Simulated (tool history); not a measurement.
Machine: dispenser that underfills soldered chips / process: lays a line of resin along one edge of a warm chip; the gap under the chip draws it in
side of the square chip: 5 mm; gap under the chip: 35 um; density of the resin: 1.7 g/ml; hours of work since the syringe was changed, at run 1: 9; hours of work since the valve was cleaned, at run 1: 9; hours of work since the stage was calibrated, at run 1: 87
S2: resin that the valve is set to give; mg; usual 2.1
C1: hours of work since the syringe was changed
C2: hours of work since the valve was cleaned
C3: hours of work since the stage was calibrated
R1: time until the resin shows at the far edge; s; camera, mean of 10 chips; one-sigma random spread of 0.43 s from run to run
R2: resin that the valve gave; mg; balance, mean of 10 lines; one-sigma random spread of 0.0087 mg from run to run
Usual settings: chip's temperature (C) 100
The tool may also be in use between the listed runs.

run 1 hour=0 | chip's_temperature_(C)=100 S2=2.1 | C1=9 C2=9 C3=87 | R1=64.5 R2=2.09
-- hour=1.5 new syringe of resin
run 2 hour=2.8 | chip's_temperature_(C)=100 S2=2.1 | C1=1 C2=11 C3=89 | R1=34.4 R2=2.083
run 3 hour=7.4 | chip's_temperature_(C)=100 S2=2.42 | C1=4 C2=14 C3=92 | R1=43.4 R2=2.394
run 4 hour=10.7 | chip's_temperature_(C)=100 S2=2.42 | C1=7 C2=17 C3=94 | R1=52.5 R2=2.399
run 5 hour=14.5 | chip's_temperature_(C)=113 S2=2.42 | C1=10 C2=19 C3=97 | R1=42.5 R2=2.39
-- hour=15.2 new syringe of resin
run 6 hour=19.4 | chip's_temperature_(C)=113 S2=1.91 | C1=3 C2=23 C3=101 | R1=26.7 R2=1.874
run 7 hour=23.7 | chip's_temperature_(C)=100 S2=2.1 | C1=6 C2=26 C3=104 | R1=52.7 R2=2.074
run 8 hour=26.1 | chip's_temperature_(C)=100 S2=2.1 | C1=8 C2=28 C3=106 | R1=60.4 R2=2.051
-- hour=28.7 new syringe of resin
run 9 hour=29.7 | chip's_temperature_(C)=100 S2=2.1 | C1=1 C2=30 C3=108 | R1=34 R2=2.085
run 10 hour=32.5 | chip's_temperature_(C)=100 S2=2.1 | C1=3 C2=32 C3=110 | R1=40.2 R2=2.084
run 11 hour=36.4 | chip's_temperature_(C)=100 S2=2.1 | C1=6 C2=35 C3=113 | R1=50.8 R2=2.056
run 12 hour=41.1 | chip's_temperature_(C)=100 S2=2.1 | C1=9 C2=39 C3=116 | R1=65.4 R2=2.066
-- hour=42.2 new syringe of resin
run 13 hour=45.2 | chip's_temperature_(C)=100 S2=1.84 | C1=2 C2=41 C3=119 | R1=40.8 R2=1.82
run 14 hour=50.4 | chip's_temperature_(C)=100 S2=2.1 | C1=6 C2=45 C3=123 | R1=52.2 R2=2.049
run 15 hour=53.3 | chip's_temperature_(C)=100 S2=2.49 | C1=8 C2=47 C3=125 | R1=59.5 R2=2.444
-- hour=55.8 new syringe of resin
run 16 hour=58.5 | chip's_temperature_(C)=100 S2=2.49 | C1=2 C2=51 C3=129 | R1=36.6 R2=2.422
run 17 hour=61.1 | chip's_temperature_(C)=100 S2=2.36 | C1=4 C2=53 C3=131 | R1=43.4 R2=2.299
run 18 hour=63.8 | chip's_temperature_(C)=100 S2=2.1 | C1=6 C2=55 C3=133 | R1=51.9 R2=2.033
run 19 hour=66.2 | chip's_temperature_(C)=100 S2=2.1 | C1=8 C2=57 C3=134 | R1=60.2 R2=2.041
-- hour=69.2 new syringe of resin
run 20 hour=71.3 | chip's_temperature_(C)=102 S2=1.97 | C1=2 C2=60 C3=138 | R1=34.7 R2=1.896
run 21 hour=76 | chip's_temperature_(C)=109 S2=2.08 | C1=5 C2=64 C3=141 | R1=35.4 R2=2.006
run 22 hour=79.2 | chip's_temperature_(C)=109 S2=2.08 | C1=7 C2=66 C3=144 | R1=44 R2=2
-- hour=82.9 new syringe of resin
run 23 hour=83.9 | chip's_temperature_(C)=93 S2=2.44 | C1=1 C2=69 C3=147 | R1=43 R2=2.347
run 24 hour=86.6 | chip's_temperature_(C)=96 S2=2.42 | C1=3 C2=71 C3=149 | R1=45.3 R2=2.321
run 25 hour=89.8 | chip's_temperature_(C)=111 S2=2.58 | C1=5 C2=74 C3=151 | R1=33 R2=2.464
run 26 hour=93.1 | chip's_temperature_(C)=111 S2=2.58 | C1=7 C2=76 C3=154 | R1=40.3 R2=2.485
-- hour=96.4 new syringe of resin
run 27 hour=97.8 | chip's_temperature_(C)=111 S2=2.58 | C1=1 C2=79 C3=157 | R1=23.6 R2=2.453
run 28 hour=100.1 | chip's_temperature_(C)=92 S2=2.1 | C1=3 C2=81 C3=159 | R1=53.6 R2=2.004
run 29 hour=102.8 | chip's_temperature_(C)=113 S2=2.52 | C1=5 C2=83 C3=161 | R1=30.1 R2=2.425
run 30 hour=107.4 | chip's_temperature_(C)=113 S2=2.52 | C1=8 C2=86 C3=164 | R1=38.7 R2=2.412
-- hour=110.1 new syringe of resin
run 31 hour=113 | chip's_temperature_(C)=110 S2=2.1 | C1=2 C2=90 C3=168 | R1=27.6 R2=2.008
run 32 hour=116.8 | chip's_temperature_(C)=101 S2=2.48 | C1=5 C2=93 C3=171 | R1=43.9 R2=2.368
run 33 hour=119.6 | chip's_temperature_(C)=113 S2=2.17 | C1=7 C2=95 C3=173 | R1=36 R2=2.075
run 34 hour=122.9 | chip's_temperature_(C)=113 S2=2.17 | C1=9 C2=98 C3=175 | R1=44.2 R2=2.073
-- hour=123.7 new syringe of resin
run 35 hour=126.2 | chip's_temperature_(C)=113 S2=2.17 | C1=2 C2=100 C3=178 | R1=24.1 R2=2.064
run 36 hour=130.2 | chip's_temperature_(C)=113 S2=2.17 | C1=5 C2=103 C3=181 | R1=30.2 R2=2.051

3 options for the next run, each taken on its own from the tool as it stands now. Forecast them:
run A hour=133 | chip's_temperature_(C)=94 S2=2.37 | C1=7 C2=105 C3=183 | R1=? R2=?
run B hour=133 | chip's_temperature_(C)=86 S2=2.35 | C1=7 C2=105 C3=183 | R1=? R2=?
run C hour=133 | chip's_temperature_(C)=113 S2=1.99 | C1=7 C2=105 C3=183 | R1=? R2=?

run=A R1=67.2 R2=2.237
run=B R1=89.5 R2=2.229
run=C R1=37.3 R2=1.893
The same runs, with their run-to-run variation unchanged, on a tool lacking any hidden condition would have given:
run=A R1=37.6 R2=2.364
run=B R1=50.1 R2=2.355
run=C R1=20.7 R2=1.999
